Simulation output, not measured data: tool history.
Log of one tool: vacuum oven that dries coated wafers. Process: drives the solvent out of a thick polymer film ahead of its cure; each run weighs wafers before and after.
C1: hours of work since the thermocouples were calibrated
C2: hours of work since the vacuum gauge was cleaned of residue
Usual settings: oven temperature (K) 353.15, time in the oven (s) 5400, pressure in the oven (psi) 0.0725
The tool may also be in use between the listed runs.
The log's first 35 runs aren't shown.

run 36 hour=855.5 | oven_temperature_(K)=364.15 time_in_the_oven_(s)=3000 pressure_in_the_oven_(psi)=0.1646 | C1=1072 C2=826 | solvent_left_in_the_film_(%)=0.97
run 37 hour=871.1 | oven_temperature_(K)=353.15 time_in_the_oven_(s)=5400 pressure_in_the_oven_(psi)=0.1529 | C1=1082 C2=836 | solvent_left_in_the_film_(%)=1.66
run 38 hour=901.9 | oven_temperature_(K)=353.15 time_in_the_oven_(s)=5400 pressure_in_the_oven_(psi)=0.1529 | C1=1101 C2=856 | solvent_left_in_the_film_(%)=1.61
run 39 hour=925.6 | oven_temperature_(K)=353.15 time_in_the_oven_(s)=5400 pressure_in_the_oven_(psi)=0.1529 | C1=1116 C2=871 | solvent_left_in_the_film_(%)=1.61
run 40 hour=947.5 | oven_temperature_(K)=342.15 time_in_the_oven_(s)=8940 pressure_in_the_oven_(psi)=0.1597 | C1=1130 C2=885 | solvent_left_in_the_film_(%)=3.40
run 41 hour=974.4 | oven_temperature_(K)=361.15 time_in_the_oven_(s)=4800 pressure_in_the_oven_(psi)=0.0656 | C1=1148 C2=902 | solvent_left_in_the_film_(%)=0.51
run 42 hour=1010.3 | oven_temperature_(K)=341.15 time_in_the_oven_(s)=5400 pressure_in_the_oven_(psi)=0.0725 | C1=1170 C2=925 | solvent_left_in_the_film_(%)=6.07
run 43 hour=1026.3 | oven_temperature_(K)=341.15 time_in_the_oven_(s)=5400 pressure_in_the_oven_(psi)=0.0725 | C1=1181 C2=935 | solvent_left_in_the_film_(%)=6.13
run 44 hour=1043.5 | oven_temperature_(K)=341.15 time_in_the_oven_(s)=5400 pressure_in_the_oven_(psi)=0.0725 | C1=1192 C2=946 | solvent_left_in_the_film_(%)=5.99
run 45 hour=1070.6 | oven_temperature_(K)=341.15 time_in_the_oven_(s)=3540 pressure_in_the_oven_(psi)=0.0725 | C1=1209 C2=964 | solvent_left_in_the_film_(%)=8.59
run 46 hour=1097.9 | oven_temperature_(K)=339.15 time_in_the_oven_(s)=8520 pressure_in_the_oven_(psi)=0.1053 | C1=1226 C2=981 | solvent_left_in_the_film_(%)=4.69
run 47 hour=1131.6 | oven_temperature_(K)=356.15 time_in_the_oven_(s)=2880 pressure_in_the_oven_(psi)=0.0563 | C1=1248 C2=1002 | solvent_left_in_the_film_(%)=2.71
run 48 hour=1151.7 | oven_temperature_(K)=354.15 time_in_the_oven_(s)=2880 pressure_in_the_oven_(psi)=0.0944 | C1=1261 C2=1015 | solvent_left_in_the_film_(%)=3.52

3 ways to go on from here, each from the tool as it stands after run 48. What would each give?
run A hour=1186.5 | oven_temperature_(K)=354.15 time_in_the_oven_(s)=8520 pressure_in_the_oven_(psi)=0.1899 | C1=1283 C2=1038 | solvent_left_in_the_film_(%)=?
run B hour=1186.5 | oven_temperature_(K)=358.15 time_in_the_oven_(s)=2880 pressure_in_the_oven_(psi)=0.1771 | C1=1283 C2=1038 | solvent_left_in_the_film_(%)=?
run C hour=1186.5 | oven_temperature_(K)=343.15 time_in_the_oven_(s)=3720 pressure_in_the_oven_(psi)=0.0716 | C1=1283 C2=1038 | solvent_left_in_the_film_(%)=?

run=A solvent_left_in_the_film_(%)=1.12
run=B solvent_left_in_the_film_(%)=2.46
run=C solvent_left_in_the_film_(%)=7.32
Without the tool's hidden state the same runs would have given:
run=A solvent_left_in_the_film_(%)=0.82
run=B solvent_left_in_the_film_(%)=2.03
run=C solvent_left_in_the_film_(%)=6.64
